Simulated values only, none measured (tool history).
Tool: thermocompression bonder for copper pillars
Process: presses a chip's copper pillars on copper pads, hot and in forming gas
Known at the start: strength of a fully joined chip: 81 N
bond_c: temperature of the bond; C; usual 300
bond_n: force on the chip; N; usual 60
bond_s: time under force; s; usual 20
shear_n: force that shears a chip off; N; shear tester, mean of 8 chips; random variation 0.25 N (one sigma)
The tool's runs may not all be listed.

{"run": 1, "hour": 0.0, "bond_c": 300, "bond_n": 60, "bond_s": 20, "shear_n": 30.7}
{"run": 2, "hour": 21.6, "bond_c": 297, "bond_n": 60, "bond_s": 20, "shear_n": 29.8}
{"run": 3, "hour": 42.2, "bond_c": 283, "bond_n": 60, "bond_s": 20, "shear_n": 25.2}
{"run": 4, "hour": 76.8, "bond_c": 283, "bond_n": 60, "bond_s": 20, "shear_n": 24.7}
{"run": 5, "hour": 104.9, "bond_c": 300, "bond_n": 60, "bond_s": 20, "shear_n": 30.3}
{"run": 6, "hour": 121.8, "bond_c": 300, "bond_n": 43, "bond_s": 20, "shear_n": 23.6}
{"run": 7, "hour": 148.8, "bond_c": 300, "bond_n": 43, "bond_s": 20, "shear_n": 23.2}
{"run": 8, "hour": 166.5, "bond_c": 302, "bond_n": 57, "bond_s": 20, "shear_n": 29.7}
{"run": 9, "hour": 196.2, "bond_c": 302, "bond_n": 69, "bond_s": 53, "shear_n": 47.2}
{"run": 10, "hour": 210.6, "bond_c": 300, "bond_n": 60, "bond_s": 57, "shear_n": 43.4}

Taken out of this log: 1 entry between the listed runs. Where each belongs, and how the hidden state differs across it:
Between runs 7 and 8: force cell calibrated (hour 152.4)
  force that reaches the chip, % of what is set: 104.3 -> 105.8; oxide that the forming gas leaves, % of the face: 5.35 -> 5.57
  measured less the result without the state, shear_n: +0.3 -> +0.5 N
